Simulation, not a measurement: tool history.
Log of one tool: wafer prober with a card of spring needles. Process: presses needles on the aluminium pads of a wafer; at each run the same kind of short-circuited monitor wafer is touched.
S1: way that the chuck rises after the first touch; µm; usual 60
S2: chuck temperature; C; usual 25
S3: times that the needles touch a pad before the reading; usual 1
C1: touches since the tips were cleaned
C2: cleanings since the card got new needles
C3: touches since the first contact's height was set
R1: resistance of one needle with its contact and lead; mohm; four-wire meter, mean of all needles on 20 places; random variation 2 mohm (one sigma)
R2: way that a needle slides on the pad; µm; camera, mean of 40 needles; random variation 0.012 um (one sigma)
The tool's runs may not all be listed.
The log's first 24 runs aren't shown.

-- hour=236.8 tips cleaned on abrasive film
run 25 hour=244.6 | S1=43 S2=68 S3=3 | C1=3481 C2=40 C3=22271 | R1=298 R2=6.49
run 26 hour=254.5 | S1=43 S2=68 S3=3 | C1=7888 C2=40 C3=26678 | R1=322 R2=6.5
-- hour=255.6 tips cleaned on abrasive film
run 27 hour=270.1 | S1=43 S2=68 S3=3 | C1=6492 C2=41 C3=33625 | R1=323 R2=6.49
-- hour=274.2 tips cleaned on abrasive film
run 28 hour=278.9 | S1=43 S2=68 S3=3 | C1=2063 C2=42 C3=37496 | R1=290 R2=6.47
run 29 hour=291 | S1=42 S2=100 S3=2 | C1=7490 C2=42 C3=42923 | R1=393 R2=6.33
-- hour=293.5 tips cleaned on abrasive film
run 30 hour=305.7 | S1=42 S2=100 S3=2 | C1=5460 C2=43 C3=49453 | R1=389 R2=6.3
-- hour=311.7 tips cleaned on abrasive film
run 31 hour=320.7 | S1=42 S2=100 S3=2 | C1=4034 C2=44 C3=56122 | R1=369 R2=6.28
-- hour=329.7 tips cleaned on abrasive film
run 32 hour=334.2 | S1=52 S2=100 S3=2 | C1=2029 C2=45 C3=62124 | R1=295 R2=7.8
-- hour=347.8 tips cleaned on abrasive film
run 33 hour=349.9 | S1=52 S2=100 S3=2 | C1=922 C2=46 C3=69072 | R1=275 R2=7.76

Forecast each of these 3 alternatives for the next run:
run A hour=365.5 | S1=45 S2=33 S3=2 | C1=7897 C2=46 C3=76047 | R1=? R2=?
run B hour=365.5 | S1=58 S2=123 S3=2 | C1=7897 C2=46 C3=76047 | R1=? R2=?
run C hour=365.5 | S1=52 S2=27 S3=2 | C1=7897 C2=46 C3=76047 | R1=? R2=?

run=A R1=374 R2=6.71
run=B R1=321 R2=8.69
run=C R1=338 R2=7.8
Without the tool's hidden state the same runs would have given:
run=A R1=223 R2=6.87
run=B R1=240 R2=8.85
run=C R1=222 R2=7.96
